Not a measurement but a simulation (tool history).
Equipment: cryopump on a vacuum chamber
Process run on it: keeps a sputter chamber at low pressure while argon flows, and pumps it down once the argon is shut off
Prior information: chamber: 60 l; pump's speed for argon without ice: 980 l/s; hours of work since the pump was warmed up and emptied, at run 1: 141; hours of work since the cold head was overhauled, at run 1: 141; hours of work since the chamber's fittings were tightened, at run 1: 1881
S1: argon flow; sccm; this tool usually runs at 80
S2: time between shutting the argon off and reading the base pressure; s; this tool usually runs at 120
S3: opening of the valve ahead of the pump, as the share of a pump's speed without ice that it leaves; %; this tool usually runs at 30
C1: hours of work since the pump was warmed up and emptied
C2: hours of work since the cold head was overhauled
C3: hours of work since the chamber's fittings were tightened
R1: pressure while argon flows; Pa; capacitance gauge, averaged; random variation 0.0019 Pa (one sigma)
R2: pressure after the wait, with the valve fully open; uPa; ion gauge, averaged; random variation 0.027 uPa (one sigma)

run    day  S1   S2  S3   C1   C2    C3      R1    R2
  1  0.000  80  120  30  141  141  1881  0.4706  2.49
  2  1.075  80  120  30  157  157  1896  0.4661  2.44
  3  2.254  66  120  30  174  174  1914  0.3891  2.45
  4  2.962  66  120  30  184  184  1924  0.3878  2.47
  5  3.992  66  120  30  199  199  1939  0.3909  2.49
  6  5.217  77   49  52  217  217  1956  0.2685  3.76
  7  5.879  66  122  24  226  226  1966  0.4855  2.44
  8  7.075  83   26  49  243  243  1983  0.3094  5.61
  9  7.946  83   26  49  256  256  1996  0.3062  5.68
 10  8.479  83   26  49  264  264  2003  0.3099  5.74

Here are 4 independent what-if runs from the current tool condition. What would each one return?
  A  9.258   80  114  17  275  275  2015   ?   ?
  B  9.258  135  149  30  275  275  2015   ?   ?
  C  9.258   80   46  30  275  275  2015   ?   ?
  D  9.258   64  112  16  275  275  2015   ?   ?

run      R1    R2
  A  0.8274  2.62
  B  0.8043  2.43
  C  0.4768  3.91
  D  0.6989  2.62
Take away the tool's hidden state, keep each run's random variation, and the runs would have read:
run      R1    R2
  A  0.8107  1.21
  B  0.7761  1.01
  C  0.4601  2.50
  D  0.6856  1.20
